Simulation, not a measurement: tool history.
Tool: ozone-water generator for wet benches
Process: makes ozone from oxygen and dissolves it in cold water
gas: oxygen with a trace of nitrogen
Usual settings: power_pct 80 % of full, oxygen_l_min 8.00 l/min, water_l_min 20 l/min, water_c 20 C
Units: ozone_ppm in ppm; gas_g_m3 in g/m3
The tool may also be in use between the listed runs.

run	day	power_pct	oxygen_l_min	water_l_min	water_c	ozone_ppm	gas_g_m3
1	0.000	80	8.00	20	20	32.6	287.9
2	1.112	80	8.00	20	20	32.6	292.5
3	2.154	80	8.00	16	20	36.7	292.5
4	3.688	80	7.84	20	20	32.5	290.3
5	5.288	80	7.84	20	20	31.7	293.1
6	6.667	80	7.84	20	20	32.1	290.6
7	8.267	80	8.00	20	20	32.0	287.6
8	9.412	80	8.00	20	20	32.0	287.2
9	10.096	80	8.00	20	20	32.3	285.8
10	11.092	72	4.62	23	18	26.7	334.7
11	12.508	81	10.70	23	23	28.4	258.7
12	13.925	80	10.97	28	20	26.7	253.9
13	15.271	54	8.00	20	24	23.7	230.7
14	16.079	56	10.28	14	15	34.9	212.0
15	17.517	95	8.00	17	20	39.2	318.0

Forecast run 16:
16	18.729	95	8.62	17	20	?	?

{"run 16": {"ozone_ppm": 38.7, "gas_g_m3": 307.1}}
Without the tool's hidden state the same run would have given ozone_ppm 42.5 ppm, gas_g_m3 314.9 g/m3.
